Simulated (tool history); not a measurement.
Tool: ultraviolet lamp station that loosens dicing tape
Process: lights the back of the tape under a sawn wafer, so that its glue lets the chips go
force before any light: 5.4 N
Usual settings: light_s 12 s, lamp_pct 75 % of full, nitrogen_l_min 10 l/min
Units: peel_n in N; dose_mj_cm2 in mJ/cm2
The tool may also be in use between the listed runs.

run    hour  light_s  lamp_pct  nitrogen_l_min  peel_n  dose_mj_cm2
  1     0.0       12        75              10   0.563          404
  2    22.7       12        75              10   0.577          398
  3    52.2       12        75              10   0.593          395
  4    88.6       17        75              10   0.317          541
  5   130.4       17        75              10   0.331          536
  6   166.4       12        75              10   0.638          372
  7   215.7       12        75               4   1.415          328
  8   249.1       12        75               4   1.463          320
  9   284.4       12        75               8   1.009          312
 10   332.3       12        82              10   0.775          333
 11   368.9       12        82              10   0.820          331
 12   389.1       12        82              10   0.818          326
 13   418.6       12        82              10   0.835          319
 14   464.2       12        82              10   0.888          312
 15   507.3       12        82              10   0.471          443
 16   540.6       12        82              10   0.493          439
 17   581.7       12        82              10   0.494          423
 18   624.2       12        82              10   0.511          418
 19   666.3       12        75              10   0.632          380
 20   692.0       12        75              10   0.654          375
 21   716.6       12        75              10   0.645          371
 22   755.4       12        75              10   0.650          356
 23   787.6       13        63              10   0.818          327
 24   829.5       13        63              10   0.859          320
 25   857.3       12        94              10   0.502          439
 26   898.8        6        90              10   1.566          204
 27   935.1        6        90              10   1.664          201
 28   980.8        6        84              10   1.768          186
 29  1001.2       19        86               6   0.408          587
 30  1035.6       19        86               6   0.426          576
 31  1063.5        9        75               7   1.531          239
 32  1109.2        6        82               9   2.083          172
 33  1144.9       16        69               8   0.729          378
 34  1171.7       14        67               8   0.772          372
 35  1193.7       14        67               8   0.743          367
 36  1214.2       12        90               6   0.736          415
 37  1247.5       21        73              11   0.260          587
 38  1279.2        7        62              11   1.937          164
 39  1303.5        7        62              11   1.991          163
 40  1338.2       12        98               6   0.710          436
 41  1380.2       10        64               9   1.436          234
 42  1416.9        8        64               7   2.095          183

Taken out of this log: 3 entries between the listed runs. Where each belongs, and how the hidden state differs across it:
Between runs 6 and 7: window cleaned of glue's vapour (hour 200.6)
  lamp's light, % of a new lamp's: 78.1 -> 77.4; light that the window lets through, % of a clean one's: 84.7 -> 74.8
  measured less the result without the state, peel_n: +0.345 -> +0.816 N; dose_mj_cm2: -191 -> -237 mJ/cm2
Between runs 14 and 15: window cleaned of glue's vapour, once more (hour 468.1)
  lamp's light, % of a new lamp's: 73.9 -> 73.3; light that the window lets through, % of a clean one's: 69.4 -> 98.6
  measured less the result without the state, peel_n: +0.615 -> +0.211 N; dose_mj_cm2: -297 -> -171 mJ/cm2
Between runs 33 and 34: window cleaned of glue's vapour (hour 1170.4)
  lamp's light, % of a new lamp's: 64.1 -> 63.7; light that the window lets through, % of a clean one's: 84.4 -> 99.9
  measured less the result without the state, peel_n: +0.490 -> +0.436 N; dose_mj_cm2: -317 -> -213 mJ/cm2

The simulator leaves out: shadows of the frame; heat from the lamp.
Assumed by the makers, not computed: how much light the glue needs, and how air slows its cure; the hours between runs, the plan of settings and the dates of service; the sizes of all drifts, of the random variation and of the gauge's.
